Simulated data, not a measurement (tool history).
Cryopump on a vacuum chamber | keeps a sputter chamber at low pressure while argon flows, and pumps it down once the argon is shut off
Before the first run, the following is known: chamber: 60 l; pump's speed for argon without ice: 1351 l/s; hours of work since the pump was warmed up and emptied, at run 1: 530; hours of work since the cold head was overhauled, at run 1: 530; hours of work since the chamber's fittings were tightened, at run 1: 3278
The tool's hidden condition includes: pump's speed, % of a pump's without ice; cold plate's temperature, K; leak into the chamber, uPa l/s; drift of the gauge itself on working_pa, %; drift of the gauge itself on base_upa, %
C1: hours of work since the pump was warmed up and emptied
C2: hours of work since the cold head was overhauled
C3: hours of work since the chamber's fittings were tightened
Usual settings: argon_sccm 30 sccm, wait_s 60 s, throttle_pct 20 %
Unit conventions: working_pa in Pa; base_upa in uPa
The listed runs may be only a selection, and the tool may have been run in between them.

{"run": 1, "hour": 0.0, "argon_sccm": 30, "wait_s": 60, "throttle_pct": 20, "C1": 530, "C2": 530, "C3": 3278, "working_pa": 0.2047, "base_upa": 3.43}
{"hour": 27.1, "done": "pump warmed up, emptied and cooled again"}
{"run": 2, "hour": 27.1, "argon_sccm": 30, "wait_s": 60, "throttle_pct": 20, "C1": 0, "C2": 543, "C3": 3291, "working_pa": 0.1897, "base_upa": 2.69}
{"run": 3, "hour": 49.2, "argon_sccm": 30, "wait_s": 60, "throttle_pct": 20, "C1": 13, "C2": 556, "C3": 3304, "working_pa": 0.1884, "base_upa": 2.71}
{"run": 4, "hour": 64.1, "argon_sccm": 30, "wait_s": 60, "throttle_pct": 20, "C1": 22, "C2": 564, "C3": 3313, "working_pa": 0.1888, "base_upa": 2.64}
{"run": 5, "hour": 83.8, "argon_sccm": 54, "wait_s": 60, "throttle_pct": 20, "C1": 33, "C2": 576, "C3": 3325, "working_pa": 0.3414, "base_upa": 2.71}
{"run": 6, "hour": 101.1, "argon_sccm": 54, "wait_s": 60, "throttle_pct": 20, "C1": 44, "C2": 586, "C3": 3335, "working_pa": 0.339, "base_upa": 2.7}
{"run": 7, "hour": 122.2, "argon_sccm": 54, "wait_s": 60, "throttle_pct": 20, "C1": 56, "C2": 599, "C3": 3347, "working_pa": 0.3415, "base_upa": 2.78}
{"run": 8, "hour": 136.4, "argon_sccm": 30, "wait_s": 21, "throttle_pct": 21, "C1": 65, "C2": 607, "C3": 3356, "working_pa": 0.1798, "base_upa": 4.26}
{"run": 9, "hour": 150.0, "argon_sccm": 18, "wait_s": 45, "throttle_pct": 31, "C1": 73, "C2": 615, "C3": 3364, "working_pa": 0.0733, "base_upa": 2.98}
{"run": 10, "hour": 169.1, "argon_sccm": 30, "wait_s": 60, "throttle_pct": 18, "C1": 84, "C2": 626, "C3": 3375, "working_pa": 0.21, "base_upa": 2.79}
{"run": 11, "hour": 190.4, "argon_sccm": 30, "wait_s": 60, "throttle_pct": 18, "C1": 96, "C2": 639, "C3": 3388, "working_pa": 0.2123, "base_upa": 2.82}
{"run": 12, "hour": 205.1, "argon_sccm": 23, "wait_s": 40, "throttle_pct": 19, "C1": 105, "C2": 648, "C3": 3396, "working_pa": 0.1527, "base_upa": 3.2}
{"run": 13, "hour": 223.5, "argon_sccm": 14, "wait_s": 190, "throttle_pct": 24, "C1": 116, "C2": 659, "C3": 3407, "working_pa": 0.0743, "base_upa": 2.25}
{"run": 14, "hour": 246.7, "argon_sccm": 15, "wait_s": 101, "throttle_pct": 24, "C1": 130, "C2": 672, "C3": 3421, "working_pa": 0.0799, "base_upa": 2.56}

How would selected steps in working_pa from run to run divide? Give the signed amount a tool lacking its hidden state would still show from settings, what came in and random variation, and the signed amount left for the hidden state, including any gauge scatter that is not in both of the compared results.
Run 1 -> 2: pump warmed up, emptied and cooled again. working_pa -0.015 Pa: hidden state -0.0169, all else +0.0019.
Run 7 -> 8: argon_sccm 54 -> 30, wait_s 60 -> 21, throttle_pct 20 -> 21. working_pa -0.1617 Pa: hidden state -0.0013, all else -0.1604.
